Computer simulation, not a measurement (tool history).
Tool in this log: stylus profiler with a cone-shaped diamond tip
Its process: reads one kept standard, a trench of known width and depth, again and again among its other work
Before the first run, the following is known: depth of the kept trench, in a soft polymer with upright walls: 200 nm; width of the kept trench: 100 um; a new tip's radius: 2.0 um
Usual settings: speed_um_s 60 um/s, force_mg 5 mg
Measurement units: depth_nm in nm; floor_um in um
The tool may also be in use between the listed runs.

run 1 hour=0 | speed_um_s=60 force_mg=5 | depth_nm=202.5 floor_um=97.51
run 2 hour=83 | speed_um_s=60 force_mg=5 | depth_nm=202.56 floor_um=97.5
run 3 hour=140.7 | speed_um_s=60 force_mg=5 | depth_nm=202.43 floor_um=97.47
run 4 hour=199.2 | speed_um_s=60 force_mg=5 | depth_nm=202.57 floor_um=97.46
run 5 hour=268.9 | speed_um_s=60 force_mg=5 | depth_nm=202.58 floor_um=97.45
run 6 hour=316.3 | speed_um_s=60 force_mg=9.41 | depth_nm=204.16 floor_um=97.46
run 7 hour=405.1 | speed_um_s=60 force_mg=5 | depth_nm=202.58 floor_um=97.39
run 8 hour=459 | speed_um_s=60 force_mg=2.6 | depth_nm=201.43 floor_um=97.39
run 9 hour=497.4 | speed_um_s=60 force_mg=4.93 | depth_nm=202.39 floor_um=97.41
run 10 hour=583.8 | speed_um_s=69 force_mg=4.3 | depth_nm=202.24 floor_um=97.33
run 11 hour=666.1 | speed_um_s=133 force_mg=2.46 | depth_nm=200.82 floor_um=97.23
run 12 hour=715.4 | speed_um_s=50 force_mg=3.21 | depth_nm=201.07 floor_um=97.26
run 13 hour=763.5 | speed_um_s=50 force_mg=3.21 | depth_nm=201.04 floor_um=97.31
run 14 hour=824 | speed_um_s=50 force_mg=3.21 | depth_nm=200.99 floor_um=97.31
run 15 hour=890.7 | speed_um_s=231 force_mg=12.93 | depth_nm=204.53 floor_um=97.21
run 16 hour=974.7 | speed_um_s=155 force_mg=5.38 | depth_nm=203.35 floor_um=97.13
run 17 hour=1027.5 | speed_um_s=155 force_mg=5.38 | depth_nm=203.26 floor_um=97.14

Taken out of this log: 2 entries between the listed runs. Where each belongs, and how the hidden state differs across it:
Run 10 -> run 11: height scale calibrated on a step standard (hour 590.9)
  radius of the tip, um: 4.23 -> 4.3; height scale over the true one, %: -0.376 -> -0.628
  measured value less the no-hidden-state value, depth_nm: -0.76 -> -1.26 nm; floor_um: -0.82 -> -0.85 um
Run 15 -> run 16: height scale calibrated on a step standard, once more (hour 949.1)
  radius of the tip, um: 4.5 -> 4.57; height scale over the true one, %: -0.661 -> 0.001
  measured value less the no-hidden-state value, depth_nm: -1.36 -> +0 nm; floor_um: -0.91 -> -0.93 um
